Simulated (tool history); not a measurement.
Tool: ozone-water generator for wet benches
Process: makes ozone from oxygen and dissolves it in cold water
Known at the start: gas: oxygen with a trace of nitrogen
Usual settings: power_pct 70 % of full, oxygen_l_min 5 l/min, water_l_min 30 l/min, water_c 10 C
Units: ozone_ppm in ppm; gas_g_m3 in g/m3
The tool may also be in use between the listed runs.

run,hour,power_pct,oxygen_l_min,water_l_min,water_c,ozone_ppm,gas_g_m3
1,0,70,5,30,10,21.7,273.1
2,33.3,70,6.17,30,10,21.9,237.4
3,69.5,70,5,25,10,25.9,271.8
4,103.1,70,5,30,10,21.8,274
5,129.9,70,5,30,10,21.9,271.2
6,160.2,99,5,30,10,27.5,346.5
7,185.9,99,5,30,10,27.6,345.9
8,224.7,99,5,30,10,27.5,345.4
9,263,99,5,30,10,27.6,346.4
10,291.7,99,5,30,10,27.8,347.8
11,311,99,5,30,10,27.6,344.7
12,353.4,70,2.89,30,10,19.9,380
13,389.1,70,2.89,30,10,20.1,378.3
14,431.8,70,2.89,30,10,20,379.4
15,454.4,74,3.64,22,8,30.1,343.5
16,476.4,52,3.64,22,8,23.3,267
17,510.7,64,8.01,30,10,20.8,191.2
18,552.8,65,8.01,20,10,29.3,195.2
19,595,50,2.9,30,16,15.2,301.3
20,641.7,70,5,30,16,20.5,272.1
21,680.6,59,5,30,10,19.1,240.4
22,711.2,41,5,30,10,15,186.7
23,730.6,41,5,29,10,15.5,188.5

4 ways to go on from here, each from the tool as it stands after run 23. What would each give?
A,753.2,70,4.23,30,6,?,?
B,753.2,85,5,33,13,?,?
C,753.2,86,4.59,30,9,?,?
D,753.2,41,3.24,34,12,?,?

run,ozone_ppm,gas_g_m3
A,21.9,303.3
B,22.1,311.6
C,24.8,330.1
D,12.1,244.8
Without the tool's hidden state the same runs would have given:
run,ozone_ppm,gas_g_m3
A,21.9,303.4
B,22.1,311.7
C,24.8,330.2
D,12.1,244.8

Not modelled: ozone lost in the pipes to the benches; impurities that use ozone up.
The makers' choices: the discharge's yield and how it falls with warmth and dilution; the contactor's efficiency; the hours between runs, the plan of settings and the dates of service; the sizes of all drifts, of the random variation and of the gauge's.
